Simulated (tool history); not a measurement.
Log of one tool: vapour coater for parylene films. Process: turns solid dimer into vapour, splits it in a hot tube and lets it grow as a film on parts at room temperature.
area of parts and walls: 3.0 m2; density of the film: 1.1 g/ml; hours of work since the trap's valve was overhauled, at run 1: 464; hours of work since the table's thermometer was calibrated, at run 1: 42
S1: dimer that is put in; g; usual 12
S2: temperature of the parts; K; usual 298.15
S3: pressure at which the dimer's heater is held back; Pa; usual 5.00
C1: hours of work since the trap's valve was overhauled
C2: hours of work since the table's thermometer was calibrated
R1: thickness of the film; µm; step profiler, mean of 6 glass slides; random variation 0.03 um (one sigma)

{"run": 1, "hour": 0.0, "S1": 12, "S2": 298.15, "S3": 5.0, "C1": 464, "C2": 42, "R1": 2.55}
{"run": 2, "hour": 10.6, "S1": 12, "S2": 298.15, "S3": 5.0, "C1": 469, "C2": 47, "R1": 2.59}
{"run": 3, "hour": 23.5, "S1": 12, "S2": 298.15, "S3": 5.0, "C1": 476, "C2": 54, "R1": 2.59}
{"run": 4, "hour": 44.3, "S1": 12, "S2": 298.15, "S3": 5.0, "C1": 487, "C2": 66, "R1": 2.58}
{"run": 5, "hour": 57.0, "S1": 12, "S2": 298.15, "S3": 5.0, "C1": 494, "C2": 72, "R1": 2.51}
{"run": 6, "hour": 71.4, "S1": 12, "S2": 298.15, "S3": 5.0, "C1": 502, "C2": 80, "R1": 2.51}
{"hour": 88.4, "done": "trap's valve overhauled"}
{"run": 7, "hour": 100.3, "S1": 12, "S2": 298.15, "S3": 5.0, "C1": 6, "C2": 94, "R1": 2.76}
{"run": 8, "hour": 110.7, "S1": 12, "S2": 298.15, "S3": 5.0, "C1": 12, "C2": 99, "R1": 2.77}
{"run": 9, "hour": 131.5, "S1": 12, "S2": 298.15, "S3": 5.0, "C1": 23, "C2": 110, "R1": 2.79}
{"run": 10, "hour": 153.5, "S1": 12, "S2": 298.15, "S3": 5.0, "C1": 35, "C2": 122, "R1": 2.84}
{"run": 11, "hour": 167.7, "S1": 12, "S2": 298.15, "S3": 5.0, "C1": 43, "C2": 130, "R1": 2.74}
{"run": 12, "hour": 185.0, "S1": 12, "S2": 298.15, "S3": 5.0, "C1": 52, "C2": 139, "R1": 2.74}
{"run": 13, "hour": 197.8, "S1": 12, "S2": 298.15, "S3": 5.0, "C1": 59, "C2": 146, "R1": 2.74}
{"run": 14, "hour": 208.4, "S1": 12, "S2": 298.15, "S3": 5.0, "C1": 65, "C2": 152, "R1": 2.73}
{"run": 15, "hour": 221.7, "S1": 12, "S2": 307.15, "S3": 5.0, "C1": 72, "C2": 159, "R1": 1.99}
{"run": 16, "hour": 241.1, "S1": 12, "S2": 304.15, "S3": 5.0, "C1": 82, "C2": 169, "R1": 2.21}
{"run": 17, "hour": 258.3, "S1": 12, "S2": 304.15, "S3": 5.0, "C1": 91, "C2": 179, "R1": 2.26}
{"run": 18, "hour": 280.6, "S1": 12, "S2": 304.15, "S3": 5.0, "C1": 103, "C2": 191, "R1": 2.21}
{"run": 19, "hour": 298.0, "S1": 12, "S2": 304.15, "S3": 5.0, "C1": 113, "C2": 200, "R1": 2.21}
{"run": 20, "hour": 323.3, "S1": 12, "S2": 304.15, "S3": 5.0, "C1": 126, "C2": 214, "R1": 2.22}
{"run": 21, "hour": 345.1, "S1": 12, "S2": 304.15, "S3": 5.0, "C1": 138, "C2": 225, "R1": 2.19}
{"run": 22, "hour": 369.8, "S1": 12, "S2": 298.15, "S3": 5.0, "C1": 151, "C2": 239, "R1": 2.67}
{"run": 23, "hour": 383.6, "S1": 12, "S2": 298.15, "S3": 5.0, "C1": 159, "C2": 246, "R1": 2.67}
{"run": 24, "hour": 403.1, "S1": 12, "S2": 298.15, "S3": 3.94, "C1": 169, "C2": 257, "R1": 2.79}
{"run": 25, "hour": 424.9, "S1": 6, "S2": 297.15, "S3": 2.09, "C1": 181, "C2": 268, "R1": 1.59}
{"run": 26, "hour": 438.9, "S1": 10, "S2": 296.15, "S3": 2.26, "C1": 189, "C2": 276, "R1": 2.68}
{"run": 27, "hour": 450.9, "S1": 8, "S2": 292.15, "S3": 5.06, "C1": 195, "C2": 282, "R1": 2.16}
{"run": 28, "hour": 471.0, "S1": 21, "S2": 309.15, "S3": 3.79, "C1": 206, "C2": 293, "R1": 3.33}
{"run": 29, "hour": 486.9, "S1": 12, "S2": 298.15, "S3": 9.69, "C1": 215, "C2": 302, "R1": 2.4}
{"run": 30, "hour": 507.5, "S1": 15, "S2": 293.15, "S3": 4.9, "C1": 226, "C2": 313, "R1": 3.92}
{"run": 31, "hour": 519.4, "S1": 15, "S2": 306.15, "S3": 2.81, "C1": 232, "C2": 319, "R1": 2.71}
{"run": 32, "hour": 538.0, "S1": 15, "S2": 306.15, "S3": 2.81, "C1": 242, "C2": 329, "R1": 2.64}
{"run": 33, "hour": 562.5, "S1": 12, "S2": 300.15, "S3": 2.04, "C1": 255, "C2": 342, "R1": 2.73}
{"run": 34, "hour": 579.3, "S1": 8, "S2": 310.15, "S3": 5.0, "C1": 264, "C2": 351, "R1": 1.13}
{"run": 35, "hour": 599.9, "S1": 12, "S2": 309.15, "S3": 6.57, "C1": 275, "C2": 363, "R1": 1.7}
{"run": 36, "hour": 614.4, "S1": 12, "S2": 309.15, "S3": 6.57, "C1": 283, "C2": 370, "R1": 1.7}
{"run": 37, "hour": 634.1, "S1": 12, "S2": 309.15, "S3": 6.57, "C1": 294, "C2": 381, "R1": 1.73}
{"run": 38, "hour": 645.2, "S1": 5, "S2": 293.15, "S3": 2.82, "C1": 300, "C2": 387, "R1": 1.36}
{"run": 39, "hour": 666.1, "S1": 5, "S2": 293.15, "S3": 2.82, "C1": 311, "C2": 398, "R1": 1.39}
{"run": 40, "hour": 685.7, "S1": 13, "S2": 295.15, "S3": 7.24, "C1": 322, "C2": 409, "R1": 3.02}
{"run": 41, "hour": 704.3, "S1": 11, "S2": 298.15, "S3": 3.88, "C1": 332, "C2": 419, "R1": 2.44}
{"run": 42, "hour": 724.5, "S1": 11, "S2": 298.15, "S3": 3.88, "C1": 342, "C2": 430, "R1": 2.44}
{"run": 43, "hour": 736.7, "S1": 8, "S2": 298.15, "S3": 3.14, "C1": 349, "C2": 436, "R1": 1.81}
{"run": 44, "hour": 754.2, "S1": 17, "S2": 305.15, "S3": 5.0, "C1": 358, "C2": 446, "R1": 2.87}
{"run": 45, "hour": 774.2, "S1": 6, "S2": 305.15, "S3": 9.63, "C1": 369, "C2": 456, "R1": 0.91}
{"run": 46, "hour": 786.2, "S1": 19, "S2": 298.15, "S3": 6.52, "C1": 376, "C2": 463, "R1": 3.85}
{"run": 47, "hour": 811.0, "S1": 19, "S2": 298.15, "S3": 6.52, "C1": 389, "C2": 476, "R1": 3.86}

Measured less the same run without the tool's hidden state. The same run-to-run variation is in both; the gauge's scatter may not be:
The hidden state here: vapour lost through the trap's worn valve, %; true temperature of the parts over the reading, C; drift of the gauge itself on film_um, %.
run=1 R1=-0.25
run=2 R1=-0.25
run=3 R1=-0.25
run=4 R1=-0.26
run=5 R1=-0.26
run=6 R1=-0.27
run=7 R1=-0.02
run=8 R1=-0.03
run=9 R1=-0.03
run=10 R1=-0.04
run=11 R1=-0.05
run=12 R1=-0.05
run=13 R1=-0.06
run=14 R1=-0.06
run=15 R1=-0.05
run=16 R1=-0.05
run=17 R1=-0.06
run=18 R1=-0.07
run=19 R1=-0.07
run=20 R1=-0.08
run=21 R1=-0.08
run=22 R1=-0.11
run=23 R1=-0.11
run=24 R1=-0.13
run=25 R1=-0.07
run=26 R1=-0.13
run=27 R1=-0.11
run=28 R1=-0.18
run=29 R1=-0.13
run=30 R1=-0.23
run=31 R1=-0.16
run=32 R1=-0.17
run=33 R1=-0.18
run=34 R1=-0.08
run=35 R1=-0.12
run=36 R1=-0.12
run=37 R1=-0.13
run=38 R1=-0.10
run=39 R1=-0.11
run=40 R1=-0.25
run=41 R1=-0.20
run=42 R1=-0.20
run=43 R1=-0.16
run=44 R1=-0.26
run=45 R1=-0.08
run=46 R1=-0.37
run=47 R1=-0.38

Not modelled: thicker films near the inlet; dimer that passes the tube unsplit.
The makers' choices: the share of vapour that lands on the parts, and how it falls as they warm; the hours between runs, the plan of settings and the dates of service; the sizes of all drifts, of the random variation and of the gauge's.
